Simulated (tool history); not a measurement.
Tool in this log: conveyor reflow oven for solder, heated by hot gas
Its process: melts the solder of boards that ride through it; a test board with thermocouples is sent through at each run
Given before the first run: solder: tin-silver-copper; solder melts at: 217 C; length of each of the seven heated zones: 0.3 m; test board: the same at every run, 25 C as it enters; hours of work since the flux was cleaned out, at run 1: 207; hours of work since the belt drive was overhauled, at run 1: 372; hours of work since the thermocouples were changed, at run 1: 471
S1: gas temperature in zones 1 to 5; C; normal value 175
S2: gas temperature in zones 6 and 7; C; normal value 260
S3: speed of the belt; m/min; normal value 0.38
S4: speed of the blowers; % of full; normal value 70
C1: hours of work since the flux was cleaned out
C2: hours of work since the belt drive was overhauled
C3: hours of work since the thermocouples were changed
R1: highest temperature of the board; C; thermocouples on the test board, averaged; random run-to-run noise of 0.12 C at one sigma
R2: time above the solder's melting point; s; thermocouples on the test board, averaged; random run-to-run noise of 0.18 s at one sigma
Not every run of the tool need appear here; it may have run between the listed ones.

run,day,S1,S2,S3,S4,C1,C2,C3,R1,R2
1,0,175,260,0.38,70,207,372,471,245.4,65.3
2,0.596,175,260,0.38,70,215,380,479,245.3,65.3
3,1.062,175,260,0.38,70,222,386,485,245.2,65
4,1.442,175,260,0.38,70,227,391,490,245.5,65.1
5,2.05,175,260,0.38,70,235,399,499,245.3,65.3
6,2.633,175,260,0.38,70,243,407,506,245.1,65.2
7,3.104,175,260,0.38,70,249,413,513,245.2,65.1
8,3.671,185,260,0.401,78,256,421,520,247.5,68.9
9,4.358,176,254,0.365,72,266,430,529,241.9,65.2
# day 4.612: flux residue cleaned out of gas plates and filters
10,5.138,176,254,0.365,72,7,438,537,241.3,63.9
11,5.842,175,259,0.382,51,16,447,546,237.4,50.6
# day 6.688: flux residue cleaned out of gas plates and filters, once more
12,6.717,189,249,0.328,68,0,456,555,242,83.7
13,7.196,189,249,0.328,68,7,463,562,242.1,83.9

Below are 4 alternative next runs, each starting from the tool's condition after run 13. Predict each:
# day 7.604: thermocouples of zones 6 and 7 changed
A,7.975,189,249,0.328,89,16,472,5,?,?
# day 7.604: thermocouples of zones 6 and 7 changed
B,7.975,172,260,0.434,52,16,472,5,?,?
# day 7.604: thermocouples of zones 6 and 7 changed
C,7.975,175,260,0.392,70,16,472,5,?,?
# day 7.604: thermocouples of zones 6 and 7 changed
D,7.975,189,249,0.371,81,16,472,5,?,?

run,R1,R2
A,243.7,88.6
B,233.8,37.6
C,244.8,63.4
D,241.1,73
With no hidden state in the tool, these same runs would have given:
run,R1,R2
A,243.8,87.4
B,233.5,36.6
C,244.7,62.3
D,241.2,72
